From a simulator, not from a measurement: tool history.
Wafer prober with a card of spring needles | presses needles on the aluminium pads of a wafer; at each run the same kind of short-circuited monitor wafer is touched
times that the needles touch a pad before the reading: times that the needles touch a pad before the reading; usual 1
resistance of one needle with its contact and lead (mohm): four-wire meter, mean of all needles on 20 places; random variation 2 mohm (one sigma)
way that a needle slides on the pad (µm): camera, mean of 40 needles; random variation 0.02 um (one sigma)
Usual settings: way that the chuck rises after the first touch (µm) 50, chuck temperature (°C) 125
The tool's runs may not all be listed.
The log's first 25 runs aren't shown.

run   hour  way that the chuck rises after the first touch (µm)  chuck temperature (°C)  times that the needles touch a pad before the reading  resistance of one needle with its contact and lead (mohm)  way that a needle slides on the pad (µm)
     154.1  -- tips cleaned on abrasive film
 26    158                                                   54                      27                                                      1                                                        226                                     11.34
 27    165                                                   34                      47                                                      2                                                        293                                       7.1
     170.3  -- tips cleaned on abrasive film
 28  172.9                                                   34                      47                                                      2                                                        243                                       7.1
 29  181.1                                                   34                      47                                                      2                                                        287                                      7.12
     186.4  -- tips cleaned on abrasive film
 30    190                                                   34                      47                                                      2                                                        252                                       7.1
 31  199.2                                                   34                      47                                                      2                                                        297                                      7.09
     202.5  -- tips cleaned on abrasive film
 32  203.3                                                   41                      44                                                      2                                                        212                                      8.54
 33    210                                                   37                      49                                                      2                                                        268                                      7.71
 34  216.5                                                   52                     116                                                      1                                                        279                                     10.88
     218.4  -- tips cleaned on abrasive film
 35  221.8                                                   52                     116                                                      1                                                        247                                     10.88

3 ways to go on from here, each from the tool as it stands after run 35. What would each give?
  A  229.2                                                   65                      26                                                      2                                                          ?                                         ?
  B  229.2                                                   42                      26                                                      1                                                          ?                                         ?
  C  229.2                                                   40                     121                                                      2                                                          ?                                         ?

run  resistance of one needle with its contact and lead (mohm)  way that a needle slides on the pad (µm)
  A                                                        218                                     13.62
  B                                                        297                                      8.73
  C                                                        274                                       8.3
Without the tool's hidden state the same runs would have given:
run  resistance of one needle with its contact and lead (mohm)  way that a needle slides on the pad (µm)
  A                                                        188                                     13.77
  B                                                        193                                      8.88
  C                                                        215                                      8.44
